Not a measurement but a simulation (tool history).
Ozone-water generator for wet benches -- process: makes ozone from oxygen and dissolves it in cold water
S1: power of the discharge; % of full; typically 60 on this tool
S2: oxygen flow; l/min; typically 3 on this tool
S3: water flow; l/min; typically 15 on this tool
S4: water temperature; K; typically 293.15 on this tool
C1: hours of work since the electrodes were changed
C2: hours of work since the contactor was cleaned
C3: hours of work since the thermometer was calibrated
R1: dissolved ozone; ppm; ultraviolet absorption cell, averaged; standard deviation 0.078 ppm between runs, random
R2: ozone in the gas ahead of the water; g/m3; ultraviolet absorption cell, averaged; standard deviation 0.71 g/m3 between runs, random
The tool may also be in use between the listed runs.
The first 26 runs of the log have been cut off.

run    hour  S1    S2  S3      S4    C1    C2    C3     R1     R2
 27  1310.7  70     3  15  293.15  2611  7234  2345  14.49  165.9
 28  1358.4  70     3  15  293.15  2645  7268  2379  14.47  166.7
 29  1427.5  70     3  15  293.15  2694  7317  2429  14.52  166.9
 30  1458.6  70     3  15  293.15  2716  7339  2451  14.58  166.1
 31  1531.2  60     3  15  288.15  2768  7391  2502  13.49  144.5
 32  1575.3  83  4.95  15  290.15  2799  7422  2534  19.67  161.9
 33  1605.5  60  1.87  17  293.15  2821  7444  2555   9.84  170.4
 34  1671.2  60  2.07  13  293.15  2867  7490  2602  12.79  164.3

3 options for the next run, each taken on its own from the tool as it stands now. Forecast them:
  A  1735.3  60  4.59  13  290.15  2913  7536  2648   ?   ?
  B  1735.3  60  2.12  18  301.15  2913  7536  2648   ?   ?
  C  1735.3  46  1.75  13  290.15  2913  7536  2648   ?   ?

run     R1     R2
  A  15.84  122.1
  B   8.89  163.5
  C    9.9  136.8
What these runs would have given with no unlogged condition in the tool:
run     R1     R2
  A  15.85  124.9
  B    8.9  167.2
  C   9.91  139.9

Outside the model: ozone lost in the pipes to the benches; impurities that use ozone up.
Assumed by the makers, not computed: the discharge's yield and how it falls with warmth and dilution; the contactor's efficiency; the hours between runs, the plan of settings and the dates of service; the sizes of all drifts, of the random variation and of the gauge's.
